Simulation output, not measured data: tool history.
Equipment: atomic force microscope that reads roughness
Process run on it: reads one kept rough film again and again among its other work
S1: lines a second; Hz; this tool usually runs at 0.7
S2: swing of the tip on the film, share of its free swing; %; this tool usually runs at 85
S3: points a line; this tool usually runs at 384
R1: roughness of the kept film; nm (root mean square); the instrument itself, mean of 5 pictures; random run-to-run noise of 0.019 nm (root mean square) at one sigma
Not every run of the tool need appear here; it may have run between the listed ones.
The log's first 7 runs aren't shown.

run 8 hour=183.9 | S1=0.7 S2=85 S3=384 | R1=4.158
run 9 hour=212.4 | S1=0.7 S2=85 S3=384 | R1=3.987
run 10 hour=230.3 | S1=0.7 S2=82 S3=384 | R1=3.947
-- hour=239.3 new tip fitted
run 11 hour=253.7 | S1=0.7 S2=85 S3=384 | R1=4.535
run 12 hour=281.9 | S1=0.7 S2=85 S3=384 | R1=4.326
run 13 hour=313.8 | S1=0.7 S2=85 S3=384 | R1=4.182
run 14 hour=334 | S1=0.7 S2=85 S3=384 | R1=4.066
-- hour=373.3 new tip fitted
run 15 hour=375.2 | S1=0.7 S2=85 S3=384 | R1=4.593
run 16 hour=407.5 | S1=0.7 S2=85 S3=384 | R1=4.401
run 17 hour=448.4 | S1=0.7 S2=85 S3=384 | R1=4.157
run 18 hour=485 | S1=0.7 S2=85 S3=384 | R1=3.974
-- hour=505.6 new tip fitted
run 19 hour=520.5 | S1=0.7 S2=85 S3=384 | R1=4.539
run 20 hour=543.6 | S1=0.7 S2=85 S3=334 | R1=4.364
run 21 hour=577.5 | S1=0.7 S2=85 S3=334 | R1=4.159
run 22 hour=607.5 | S1=0.7 S2=85 S3=384 | R1=3.986
run 23 hour=626 | S1=0.685 S2=85 S3=384 | R1=3.92
-- hour=639.2 new tip fitted
run 24 hour=669.1 | S1=0.685 S2=85 S3=384 | R1=4.398
run 25 hour=693.2 | S1=0.685 S2=85 S3=384 | R1=4.323
run 26 hour=716.9 | S1=0.7 S2=59 S3=356 | R1=4.25
run 27 hour=755.8 | S1=0.7 S2=74 S3=384 | R1=4.033
-- hour=772.2 new tip fitted
run 28 hour=783.9 | S1=0.7 S2=74 S3=384 | R1=4.591
run 29 hour=803.3 | S1=0.7 S2=74 S3=384 | R1=4.424
run 30 hour=835.3 | S1=0.7 S2=74 S3=384 | R1=4.251
run 31 hour=863.6 | S1=1.381 S2=74 S3=276 | R1=4

What does the tool deliver on the next run?
run 32 hour=881.6 | S1=1.381 S2=58 S3=276 | R1=?

{"run 32": {"R1": 4.013}}
Had the tool carried no hidden state, the very same run would have given R1 4.776 nm (root mean square).
